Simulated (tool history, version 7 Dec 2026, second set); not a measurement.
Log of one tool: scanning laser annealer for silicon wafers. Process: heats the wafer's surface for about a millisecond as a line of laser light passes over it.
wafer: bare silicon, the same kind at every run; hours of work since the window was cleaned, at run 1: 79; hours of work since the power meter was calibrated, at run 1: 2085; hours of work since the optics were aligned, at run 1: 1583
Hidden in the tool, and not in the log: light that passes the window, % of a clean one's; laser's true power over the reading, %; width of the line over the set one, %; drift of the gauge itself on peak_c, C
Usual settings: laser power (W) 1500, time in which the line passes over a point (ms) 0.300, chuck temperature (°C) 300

run	hour	laser power (W)	time in which the line passes over a point (ms)	chuck temperature (°C)	hours of work since the window was cleaned	hours of work since the power meter was calibrated	hours of work since the optics were aligned	highest temperature of the surface (°C)
1	0.0	1500	0.300	300	79	2085	1583	1017
2	49.6	1500	0.300	300	118	2125	1622	1017
# hour 64.5: optics aligned, line set to its width
3	120.0	1500	0.300	300	170	2177	44	1017
4	189.2	1500	0.300	300	225	2232	99	1016
5	222.5	1500	0.300	300	252	2258	126	1010
6	279.4	1500	0.300	300	297	2304	171	1010
# hour 297.8: window over the wafer cleaned
7	329.6	1500	0.300	300	25	2342	210	1028
8	376.9	1500	0.300	300	63	2380	247	1026
9	425.8	1500	0.300	300	102	2419	286	1027
10	474.2	1500	0.300	331	141	2457	325	1053
11	505.9	1500	0.300	331	166	2483	350	1052
12	543.2	1500	0.300	331	196	2512	380	1049
13	609.3	1500	0.300	313	248	2565	433	1027
14	678.0	1500	0.300	313	303	2620	487	1027
# hour 689.0: window over the wafer cleaned
15	711.4	1500	0.300	300	18	2645	512	1031
16	783.5	1500	0.378	300	75	2702	570	1132
17	813.7	1500	0.378	300	99	2726	594	1127
18	845.2	1500	0.300	300	125	2752	619	1023
19	889.6	1500	0.300	300	160	2787	654	1021
20	957.4	1500	0.300	301	214	2841	708	1020
21	988.0	1578	0.300	279	238	2865	733	1034
22	1049.3	1500	0.234	300	287	2914	782	917
# hour 1080.2: window over the wafer cleaned
23	1085.2	1501	0.300	337	4	2941	809	1069
24	1140.7	1448	0.300	337	48	2986	853	1042
25	1204.4	1382	0.300	269	99	3036	904	936
26	1264.1	1314	0.227	319	147	3084	951	856
27	1300.2	1314	0.227	339	175	3113	980	875
28	1355.7	1572	0.343	287	220	3157	1024	1105
29	1427.2	1572	0.343	287	277	3214	1081	1102
# hour 1471.1: window over the wafer cleaned
30	1502.1	1572	0.343	287	25	3272	1139	1118
31	1563.2	1315	0.352	321	73	3321	1188	1020
32	1630.6	1353	0.352	329	127	3374	1242	1045
33	1681.1	1388	0.329	266	167	3415	1282	971
34	1735.3	1464	0.345	266	211	3458	1325	1025
35	1776.0	1414	0.214	300	243	3490	1358	856
36	1841.7	1624	0.313	297	295	3543	1410	1095
# hour 1862.0: window over the wafer cleaned
37	1875.9	1536	0.303	317	11	3568	1436	1074
38	1923.2	1536	0.314	309	49	3606	1473	1079
39	1990.0	1509	0.258	300	102	3659	1527	971
40	2021.0	1362	0.300	274	127	3684	1551	928

3 ways to go on from here, each from the tool as it stands after run 40. What would each give?
A	2091.4	1560	0.252	314	183	3740	1608	?
B	2091.4	1376	0.307	274	183	3740	1608	?
C	2091.4	1500	0.224	300	183	3740	1608	?

run	highest temperature of the surface (°C)
A	993
B	945
C	911
Without the tool's hidden state the same runs would have given:
run	highest temperature of the surface (°C)
A	987
B	939
C	906
